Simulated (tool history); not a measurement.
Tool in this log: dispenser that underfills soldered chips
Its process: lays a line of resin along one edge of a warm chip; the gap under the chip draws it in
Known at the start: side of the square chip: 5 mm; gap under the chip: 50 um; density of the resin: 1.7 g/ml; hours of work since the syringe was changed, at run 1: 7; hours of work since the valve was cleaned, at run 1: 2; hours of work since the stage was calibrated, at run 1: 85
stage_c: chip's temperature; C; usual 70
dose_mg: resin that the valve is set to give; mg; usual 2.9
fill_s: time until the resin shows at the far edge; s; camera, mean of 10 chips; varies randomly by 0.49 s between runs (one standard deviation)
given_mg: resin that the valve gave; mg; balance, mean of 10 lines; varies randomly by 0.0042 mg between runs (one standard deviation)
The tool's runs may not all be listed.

run,day,stage_c,dose_mg,hours of work since the syringe was changed,hours of work since the valve was cleaned,hours of work since the stage was calibrated,fill_s,given_mg
1,0,70,2.9,7,2,85,51.3,2.908
2,0.083,70,2.9,9,4,86,55.8,2.907
# day 0.146: new syringe of resin
3,0.242,59,2.9,2,7,89,60.8,2.91
4,0.375,59,2.9,4,9,92,69.6,2.903
5,0.575,59,2.9,8,13,95,82.3,2.904
# day 0.65: new syringe of resin
6,0.775,59,2.9,2,17,99,62.7,2.894
7,0.883,59,2.9,4,19,101,69.3,2.905
8,1.025,70,2.73,7,21,104,52.9,2.717
# day 1.154: new syringe of resin
9,1.233,68,2.9,2,25,107,43.4,2.895
10,1.392,70,2.97,5,28,111,45.7,2.957
11,1.496,70,2.97,7,30,113,49.6,2.958
12,1.629,70,2.97,9,33,115,55.3,2.952
# day 1.658: new syringe of resin
13,1.792,70,2.97,3,36,118,42.3,2.948
14,1.929,70,2.97,5,38,121,48,2.941
15,2.067,70,2.97,8,41,123,52,2.945
# day 2.171: new syringe of resin
16,2.196,70,2.97,0,43,125,38.9,2.936
17,2.329,70,2.9,3,46,128,43.4,2.875
18,2.438,70,2.9,5,48,130,47.4,2.863
19,2.583,56,3.78,8,50,133,86.4,3.731
# day 2.688: new syringe of resin
20,2.725,74,2.6,1,53,135,34.4,2.569
21,2.917,74,2.6,4,57,139,41.5,2.562
22,3.071,85,2.54,7,59,142,32.9,2.505
23,3.154,85,2.54,9,61,143,34.8,2.504
# day 3.196: new syringe of resin
24,3.354,74,3.58,3,65,147,35.2,3.518
25,3.492,59,2.93,6,67,150,69.9,2.88
26,3.592,55,3.76,8,69,152,85.6,3.693
# day 3.708: new syringe of resin
27,3.792,59,3.56,2,73,155,58,3.498
28,3.983,59,3.56,5,76,159,68,3.489
29,4.142,59,3.56,8,79,162,77.3,3.478
# day 4.212: new syringe of resin
30,4.292,73,3.73,1,82,164,34.2,3.644

Forecast run 31:
31,4.404,74,3.73,4,84,167,?,?

Logged for run 31: fill_s 36.7 s, given_mg 3.645 mg.
With no hidden state in the tool, this same run would have given fill_s 32.6 s, given_mg 3.733 mg.
